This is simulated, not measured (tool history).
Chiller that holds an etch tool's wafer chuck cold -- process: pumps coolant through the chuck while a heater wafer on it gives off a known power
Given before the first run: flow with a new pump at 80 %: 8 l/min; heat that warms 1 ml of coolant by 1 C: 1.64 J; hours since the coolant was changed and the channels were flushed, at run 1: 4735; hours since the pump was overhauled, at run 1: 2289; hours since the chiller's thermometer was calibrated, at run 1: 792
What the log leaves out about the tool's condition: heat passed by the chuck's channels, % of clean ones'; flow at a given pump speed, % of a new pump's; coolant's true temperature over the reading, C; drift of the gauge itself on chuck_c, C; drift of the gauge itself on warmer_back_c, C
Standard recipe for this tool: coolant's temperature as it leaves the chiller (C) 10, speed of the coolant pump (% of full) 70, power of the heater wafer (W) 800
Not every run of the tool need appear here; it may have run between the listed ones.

run    hour  coolant's temperature as it leaves the chiller (C)  speed of the coolant pump (% of full)  power of the heater wafer (W)  hours since the coolant was changed and the channels were flushed  hours since the pump was overhauled  hours since the chiller's thermometer was calibrated  chuck's temperature once it has settled (C)  how much warmer the coolant comes back (C)
  1       0                                                  10                                     70                            800                                                               4735                                 2289                                                   792                                         24.1                                        4.48
  2    86.4                                                  10                                     70                            800                                                               4822                                 2375                                                   878                                         24.1                                        4.49
  3   170.2                                                  10                                     70                            800                                                               4906                                 2459                                                   962                                           24                                        4.47
  4   212.7                                                  10                                     70                           1117                                                               4948                                 2502                                                  1004                                         29.8                                        6.29
  5   272.2                                                   1                                     70                           1117                                                               5008                                 2561                                                  1064                                         20.8                                         6.2
  6   324.3                                                   1                                     70                           1117                                                               5060                                 2613                                                  1116                                         20.9                                        6.23
  7   364.6                                                  10                                     70                            800                                                               5100                                 2654                                                  1156                                         24.4                                        4.46
  8   433.5                                                   2                                     70                            800                                                               5169                                 2723                                                  1225                                         16.5                                        4.53
  9   500.6                                                  10                                     70                            800                                                               5236                                 2790                                                  1292                                         24.4                                        4.55
 10   559.4                                                  10                                     70                            800                                                               5295                                 2848                                                  1351                                         24.2                                        4.51
 11   598.6                                                  10                                     70                            800                                                               5334                                 2888                                                  1390                                         24.5                                        4.61
        610  -- coolant pump overhauled
 12   683.9                                                  10                                     70                            800                                                               5414                                   74                                                  1471                                         24.5                                         4.6
 13   763.1                                                  10                                     70                            800                                                               5494                                  153                                                  1550                                         24.8                                        4.62
 14     826                                                  10                                     70                            800                                                               5556                                  216                                                  1613                                           25                                        4.66
      852.7  -- coolant pump overhauled, once more
 15   908.9                                                  10                                     70                            800                                                               5634                                   56                                                  1691                                           24                                        4.32
 16   983.3                                                  10                                     70                            800                                                               5709                                  131                                                  1765                                         23.9                                        4.32
 17  1031.3                                                  10                                     70                            800                                                               5757                                  179                                                  1813                                         24.1                                        4.27
 18  1078.3                                                  10                                     70                            800                                                               5804                                  226                                                  1860                                         24.1                                        4.22

Run 19, settings as shown, results not yet in. Your forecast:
 19  1119.2                                                  10                                     70                            800                                                               5845                                  266                                                  1901                                            ?                                           ?

chuck's temperature once it has settled (C): 24.1
how much warmer the coolant comes back (C): 4.32
Were there no unlogged condition in the tool, this run, its random variation unchanged, would have produced chuck's temperature once it has settled (C) 21.8, how much warmer the coolant comes back (C) 4.28.
